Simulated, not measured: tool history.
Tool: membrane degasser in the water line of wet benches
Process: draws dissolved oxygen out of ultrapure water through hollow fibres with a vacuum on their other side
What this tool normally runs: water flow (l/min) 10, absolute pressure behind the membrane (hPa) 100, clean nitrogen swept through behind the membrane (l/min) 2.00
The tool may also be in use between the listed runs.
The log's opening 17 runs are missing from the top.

run,hour,water flow (l/min),absolute pressure behind the membrane (hPa),clean nitrogen swept through behind the membrane (l/min),dissolved oxygen in the water behind the degasser (ppb),pressure that the water loses in the fibres (hPa)
18,655.0,15,70,3.24,325.0,905.4
19,682.9,15,70,3.24,330.8,909.5
20,718.2,16,87,0.86,534.9,969.0
# hour 722.4: vacuum gauge calibrated
21,769.3,10,100,1.87,201.0,606.6
22,807.4,9,183,1.53,296.2,541.2
23,832.5,13,100,2.00,320.0,787.8
24,888.0,14,71,1.34,340.8,847.2
25,912.2,14,235,1.34,696.8,849.5

Run 26 is up next; what results do you expect?
26,955.8,7,100,4.46,?,?

dissolved oxygen in the water behind the degasser (ppb): 69.4
pressure that the water loses in the fibres (hPa): 424.6
On a tool with no hidden condition, and with the same random variation, this run would have come out at dissolved oxygen in the water behind the degasser (ppb) 67.7, pressure that the water loses in the fibres (hPa) 422.6.

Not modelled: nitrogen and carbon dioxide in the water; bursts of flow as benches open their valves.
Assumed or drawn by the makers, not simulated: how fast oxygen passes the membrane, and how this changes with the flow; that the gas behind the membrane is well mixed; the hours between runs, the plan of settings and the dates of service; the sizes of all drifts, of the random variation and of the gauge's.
